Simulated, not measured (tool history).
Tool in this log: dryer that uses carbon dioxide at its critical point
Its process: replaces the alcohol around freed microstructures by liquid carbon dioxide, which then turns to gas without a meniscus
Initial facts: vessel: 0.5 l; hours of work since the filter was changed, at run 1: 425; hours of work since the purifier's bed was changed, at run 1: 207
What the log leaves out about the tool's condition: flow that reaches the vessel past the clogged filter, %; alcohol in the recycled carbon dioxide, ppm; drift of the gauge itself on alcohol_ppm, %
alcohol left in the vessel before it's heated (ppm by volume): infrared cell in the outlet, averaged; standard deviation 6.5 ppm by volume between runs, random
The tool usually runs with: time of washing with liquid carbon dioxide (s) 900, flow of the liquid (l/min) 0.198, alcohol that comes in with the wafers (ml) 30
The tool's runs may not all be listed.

run,hour,time of washing with liquid carbon dioxide (s),flow of the liquid (l/min),alcohol that comes in with the wafers (ml),hours of work since the filter was changed,hours of work since the purifier's bed was changed,alcohol left in the vessel before it's heated (ppm by volume)
1,0,900,0.198,30,425,207,611
2,8.8,900,0.198,30,429,210,617
3,18.9,900,0.198,30,433,215,603
4,29.2,900,0.198,30,437,219,616
# hour 34.4: inlet filter changed
5,41.6,900,0.204,30,3,224,282
6,55.2,900,0.204,30,9,230,292
7,65.4,900,0.204,30,13,234,297
8,78.1,900,0.204,30,19,239,285
9,96.1,900,0.204,30,26,247,303
10,106.9,900,0.204,30,31,252,312
11,114.8,900,0.206,30,34,255,297
12,123.9,540,0.201,106,38,259,8231
13,137.9,600,0.191,56,44,265,3795
14,148.7,1380,0.294,116,49,269,57
15,158.7,540,0.261,116,53,274,3506
16,168.3,900,0.198,28,57,278,345
17,184.9,900,0.198,28,64,285,366
18,203,660,0.15,30,72,293,3389
19,218.3,660,0.281,24,78,299,268

4 ways to go on from here, each from the tool as it stands after run 19. What would each give?
A,227.9,1260,0.262,51,82,303,?
B,227.9,1020,0.155,110,82,303,?
C,227.9,660,0.281,32,82,303,?
D,227.9,1080,0.198,30,82,303,?

run,alcohol left in the vessel before it's heated (ppm by volume)
A,70
B,2208
C,335
D,184
The same runs, with their run-to-run variation unchanged, on a tool lacking any hidden condition would have given:
run,alcohol left in the vessel before it's heated (ppm by volume)
A,13
B,1850
C,236
D,105
